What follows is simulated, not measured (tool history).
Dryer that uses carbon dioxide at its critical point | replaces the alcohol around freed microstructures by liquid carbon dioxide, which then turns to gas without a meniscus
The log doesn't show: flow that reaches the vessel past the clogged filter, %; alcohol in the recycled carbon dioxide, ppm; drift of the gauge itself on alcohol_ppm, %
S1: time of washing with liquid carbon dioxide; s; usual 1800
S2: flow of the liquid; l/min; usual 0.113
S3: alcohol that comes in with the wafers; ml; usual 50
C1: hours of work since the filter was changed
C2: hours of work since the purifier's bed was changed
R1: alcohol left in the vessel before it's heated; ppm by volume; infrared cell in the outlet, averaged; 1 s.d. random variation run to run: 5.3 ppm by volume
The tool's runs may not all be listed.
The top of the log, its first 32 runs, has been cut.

run 33 hour=221.1 | S1=1980 S2=0.175 S3=88 | C1=126 C2=310 | R1=74
run 34 hour=229.0 | S1=1800 S2=0.133 S3=38 | C1=131 C2=315 | R1=109
run 35 hour=234.8 | S1=1800 S2=0.133 S3=38 | C1=135 C2=319 | R1=100
run 36 hour=242.5 | S1=1800 S2=0.113 S3=95 | C1=140 C2=325 | R1=352
run 37 hour=250.4 | S1=2160 S2=0.113 S3=21 | C1=146 C2=330 | R1=104
run 38 hour=259.0 | S1=1800 S2=0.152 S3=32 | C1=152 C2=336 | R1=80
run 39 hour=268.3 | S1=1800 S2=0.152 S3=32 | C1=158 C2=343 | R1=88
run 40 hour=276.8 | S1=1800 S2=0.152 S3=32 | C1=164 C2=348 | R1=98
run 41 hour=283.2 | S1=1620 S2=0.113 S3=63 | C1=169 C2=353 | R1=428
run 42 hour=288.5 | S1=1140 S2=0.189 S3=50 | C1=172 C2=356 | R1=165
run 43 hour=293.3 | S1=1140 S2=0.189 S3=50 | C1=175 C2=360 | R1=181
run 44 hour=302.4 | S1=1440 S2=0.112 S3=26 | C1=182 C2=366 | R1=364
run 45 hour=308.9 | S1=1080 S2=0.166 S3=30 | C1=186 C2=370 | R1=272
run 46 hour=315.1 | S1=1080 S2=0.166 S3=30 | C1=190 C2=375 | R1=262
run 47 hour=323.0 | S1=1980 S2=0.147 S3=71 | C1=196 C2=380 | R1=106

4 options for the next run, each taken on its own from the tool as it stands now. Forecast them:
run A hour=328.2 | S1=1800 S2=0.113 S3=60 | C1=200 C2=384 | R1=?
run B hour=328.2 | S1=2700 S2=0.147 S3=38 | C1=200 C2=384 | R1=?
run C hour=328.2 | S1=1980 S2=0.183 S3=71 | C1=200 C2=384 | R1=?
run D hour=328.2 | S1=1080 S2=0.190 S3=37 | C1=200 C2=384 | R1=?

run=A R1=270
run=B R1=95
run=C R1=99
run=D R1=195
The same runs, with their run-to-run variation unchanged, on a tool lacking any hidden condition would have given:
run=A R1=153
run=B R1=10
run=C R1=12
run=D R1=89

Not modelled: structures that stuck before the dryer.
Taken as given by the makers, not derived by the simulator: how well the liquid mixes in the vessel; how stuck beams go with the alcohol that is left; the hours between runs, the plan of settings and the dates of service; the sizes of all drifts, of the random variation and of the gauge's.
